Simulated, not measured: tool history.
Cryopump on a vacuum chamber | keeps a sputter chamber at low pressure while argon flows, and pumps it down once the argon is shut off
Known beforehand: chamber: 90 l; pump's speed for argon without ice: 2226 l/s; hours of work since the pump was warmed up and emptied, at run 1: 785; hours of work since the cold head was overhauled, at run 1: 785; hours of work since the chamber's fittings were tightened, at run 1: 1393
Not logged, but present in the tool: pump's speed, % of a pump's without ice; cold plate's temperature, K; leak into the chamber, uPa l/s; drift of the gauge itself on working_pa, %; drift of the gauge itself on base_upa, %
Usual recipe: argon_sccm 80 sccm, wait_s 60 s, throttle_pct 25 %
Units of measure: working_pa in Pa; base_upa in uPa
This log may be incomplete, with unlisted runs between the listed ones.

| run | hour | argon_sccm | wait_s | throttle_pct | hours of work since the pump was warmed up and emptied | hours of work since the cold head was overhauled | hours of work since the chamber's fittings were tightened | working_pa | base_upa |
|---|---|---|---|---|---|---|---|---|---|
| 1 | 0 | 80 | 60 | 25 | 785 | 785 | 1393 | 0.2706 | 1.61 |
|  | 78.1 | pump warmed up, emptied and cooled again |
| 2 | 109 | 80 | 60 | 25 | 18 | 845 | 1453 | 0.2448 | 1.28 |
| 3 | 232.8 | 80 | 60 | 25 | 89 | 917 | 1524 | 0.2451 | 1.38 |
|  | 251.3 | leaking fittings of the chamber tightened, without venting |
| 4 | 295.7 | 80 | 155 | 25 | 125 | 952 | 26 | 0.2482 | 0.36 |
| 5 | 391.4 | 80 | 155 | 25 | 180 | 1007 | 81 | 0.2499 | 0.34 |
| 6 | 485 | 80 | 155 | 25 | 234 | 1061 | 135 | 0.2489 | 0.41 |
| 7 | 563.3 | 80 | 92 | 25 | 279 | 1106 | 180 | 0.2519 | 0.56 |
| 8 | 634.7 | 80 | 60 | 25 | 320 | 1148 | 222 | 0.2534 | 0.73 |
| 9 | 708.8 | 80 | 60 | 25 | 363 | 1191 | 264 | 0.2531 | 0.67 |
| 10 | 797 | 80 | 60 | 25 | 414 | 1242 | 315 | 0.2552 | 0.76 |
| 11 | 894.2 | 80 | 60 | 25 | 470 | 1298 | 371 | 0.2584 | 0.81 |
| 12 | 967.2 | 80 | 87 | 25 | 512 | 1340 | 414 | 0.2592 | 0.76 |
| 13 | 1097.6 | 80 | 87 | 25 | 588 | 1415 | 489 | 0.2647 | 0.81 |
| 14 | 1152.8 | 80 | 21 | 25 | 620 | 1447 | 521 | 0.2642 | 1.69 |
| 15 | 1265 | 80 | 21 | 25 | 685 | 1512 | 586 | 0.2688 | 1.74 |
| 16 | 1377.4 | 80 | 60 | 18 | 749 | 1577 | 651 | 0.3666 | 1.03 |
| 17 | 1457.6 | 80 | 60 | 25 | 796 | 1623 | 697 | 0.273 | 1.11 |
|  | 1521.3 | pump warmed up, emptied and cooled again |
| 18 | 1532.2 | 80 | 60 | 25 | 6 | 1663 | 737 | 0.2436 | 0.92 |
| 19 | 1618.9 | 80 | 60 | 25 | 56 | 1713 | 787 | 0.247 | 0.94 |
| 20 | 1674.8 | 49 | 58 | 26 | 89 | 1746 | 820 | 0.1453 | 1 |
| 21 | 1773.8 | 43 | 60 | 48 | 146 | 1803 | 877 | 0.0704 | 1.04 |
| 22 | 1831.4 | 110 | 203 | 18 | 179 | 1836 | 910 | 0.4713 | 0.77 |
| 23 | 1951.4 | 110 | 203 | 18 | 248 | 1906 | 979 | 0.4739 | 0.76 |
| 24 | 2011.6 | 106 | 62 | 31 | 283 | 1940 | 1014 | 0.2747 | 1.14 |
| 25 | 2111.1 | 106 | 62 | 31 | 341 | 1998 | 1072 | 0.2726 | 1.13 |
| 26 | 2187.5 | 84 | 62 | 31 | 385 | 2042 | 1116 | 0.2209 | 1.21 |
| 27 | 2272 | 37 | 297 | 38 | 434 | 2091 | 1164 | 0.0807 | 0.96 |
| 28 | 2370 | 69 | 60 | 19 | 490 | 2147 | 1221 | 0.2894 | 1.35 |
| 29 | 2460.8 | 107 | 21 | 42 | 543 | 2200 | 1274 | 0.2188 | 2.08 |
| 30 | 2563.4 | 36 | 280 | 42 | 602 | 2259 | 1333 | 0.0753 | 1.15 |
| 31 | 2621 | 36 | 280 | 40 | 635 | 2292 | 1366 | 0.0789 | 1.23 |
| 32 | 2689.5 | 36 | 280 | 40 | 675 | 2332 | 1406 | 0.0795 | 1.26 |
| 33 | 2745.5 | 119 | 280 | 39 | 707 | 2364 | 1438 | 0.2719 | 1.3 |

Measured less the same run without the tool's hidden state. The same run-to-run variation is in both; the gauge's scatter may not be:
| run | working_pa | base_upa |
|---|---|---|
| 1 | +0.0275 | +1.1 |
| 2 | +0.001 | +0.75 |
| 3 | +0.0028 | +0.83 |
| 4 | +0.0039 | +0.05 |
| 5 | +0.0055 | +0.07 |
| 6 | +0.0068 | +0.11 |
| 7 | +0.0081 | +0.14 |
| 8 | +0.0096 | +0.16 |
| 9 | +0.0109 | +0.19 |
| 10 | +0.0127 | +0.24 |
| 11 | +0.0149 | +0.28 |
| 12 | +0.0162 | +0.31 |
| 13 | +0.0198 | +0.38 |
| 14 | +0.0211 | +0.4 |
| 15 | +0.0243 | +0.46 |
| 16 | +0.0277 | +0.54 |
| 17 | +0.0299 | +0.58 |
| 18 | +0.0013 | +0.38 |
| 19 | +0.0027 | +0.41 |
| 20 | +0.0021 | +0.44 |
| 21 | +0.0028 | +0.48 |
| 22 | +0.0084 | +0.52 |
| 23 | +0.0114 | +0.55 |
| 24 | +0.0128 | +0.59 |
| 25 | +0.015 | +0.64 |
| 26 | +0.0139 | +0.7 |
| 27 | +0.0069 | +0.76 |
| 28 | +0.0148 | +0.8 |
| 29 | +0.0259 | +0.84 |
| 30 | +0.0099 | +0.95 |
| 31 | +0.0106 | +0.98 |
| 32 | +0.0113 | +1.04 |
| 33 | +0.0401 | +1.07 |
